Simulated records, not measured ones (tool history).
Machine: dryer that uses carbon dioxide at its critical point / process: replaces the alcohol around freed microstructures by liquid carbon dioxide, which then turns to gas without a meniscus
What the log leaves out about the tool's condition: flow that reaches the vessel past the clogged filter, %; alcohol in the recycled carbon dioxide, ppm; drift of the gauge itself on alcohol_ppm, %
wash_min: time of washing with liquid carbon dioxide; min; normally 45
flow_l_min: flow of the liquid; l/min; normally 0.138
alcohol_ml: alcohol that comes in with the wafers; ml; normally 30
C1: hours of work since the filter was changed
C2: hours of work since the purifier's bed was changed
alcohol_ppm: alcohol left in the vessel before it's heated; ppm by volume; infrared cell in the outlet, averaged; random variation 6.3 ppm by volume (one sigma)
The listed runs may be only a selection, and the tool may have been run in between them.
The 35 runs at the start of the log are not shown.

Run 36, hour 232.5: usual settings but wash_min 36 min, flow_l_min 0.190 l/min, alcohol_ml 70 ml; C1 216; C2 284. Result: alcohol_ppm 723 ppm by volume.
Run 37, hour 239.4: usual settings but wash_min 31 min, flow_l_min 0.153 l/min, alcohol_ml 37 ml; C1 221; C2 288. Result: alcohol_ppm 1575 ppm by volume.
Run 38, hour 246.2: usual settings but wash_min 61 min, flow_l_min 0.168 l/min, alcohol_ml 94 ml; C1 225; C2 293. Result: alcohol_ppm 132 ppm by volume.
Run 39, hour 252.3: usual settings but wash_min 48 min, flow_l_min 0.109 l/min, alcohol_ml 28 ml; C1 229; C2 296. Result: alcohol_ppm 856 ppm by volume.
Run 40, hour 258.1: usual settings but wash_min 39 min, flow_l_min 0.109 l/min, alcohol_ml 21 ml; C1 233; C2 300. Result: alcohol_ppm 1243 ppm by volume.
Run 41, hour 265.5: usual settings but wash_min 60 min, flow_l_min 0.083 l/min, alcohol_ml 28 ml; C1 237; C2 305. Result: alcohol_ppm 1007 ppm by volume.
Run 42, hour 274.5: usual settings but wash_min 60 min, flow_l_min 0.083 l/min, alcohol_ml 28 ml; C1 243; C2 311. Result: alcohol_ppm 998 ppm by volume.
Run 43, hour 280.7: usual settings but wash_min 60 min, flow_l_min 0.083 l/min, alcohol_ml 28 ml; C1 247; C2 315. Result: alcohol_ppm 995 ppm by volume.
Run 44, hour 287.2: usual settings but flow_l_min 0.106 l/min, alcohol_ml 52 ml; C1 251; C2 319. Result: alcohol_ppm 2198 ppm by volume.
Run 45, hour 293.7: usual settings but flow_l_min 0.106 l/min, alcohol_ml 52 ml; C1 255; C2 323. Result: alcohol_ppm 2188 ppm by volume.
At hour 303.0: inlet filter changed.
Run 46, hour 303.3: usual settings but flow_l_min 0.193 l/min, alcohol_ml 48 ml; C1 0; C2 328. Result: alcohol_ppm 103 ppm by volume.

Predict each of these 5 candidate next runs independently; none follows another, all start after run 46:
Run A, hour 309.9: usual settings but flow_l_min 0.113 l/min, alcohol_ml 25 ml; C1 4; C2 332. Result: alcohol_ppm ?.
Run B, hour 309.9: usual settings but wash_min 54 min, flow_l_min 0.198 l/min, alcohol_ml 50 ml; C1 4; C2 332. Result: alcohol_ppm ?.
Run C, hour 309.9: usual settings but wash_min 67 min, flow_l_min 0.114 l/min, alcohol_ml 47 ml; C1 4; C2 332. Result: alcohol_ppm ?.
Run D, hour 309.9: usual settings but wash_min 49 min, flow_l_min 0.104 l/min, alcohol_ml 60 ml; C1 4; C2 332. Result: alcohol_ppm ?.
Run E, hour 309.9: usual settings but wash_min 42 min, flow_l_min 0.193 l/min, alcohol_ml 48 ml; C1 4; C2 332. Result: alcohol_ppm ?.

run  alcohol_ppm
  A          540
  B           55
  C          162
  D         1187
  E          139
Without the tool's hidden state the same runs would have given:
run  alcohol_ppm
  A          495
  B           17
  C          121
  D         1136
  E           98
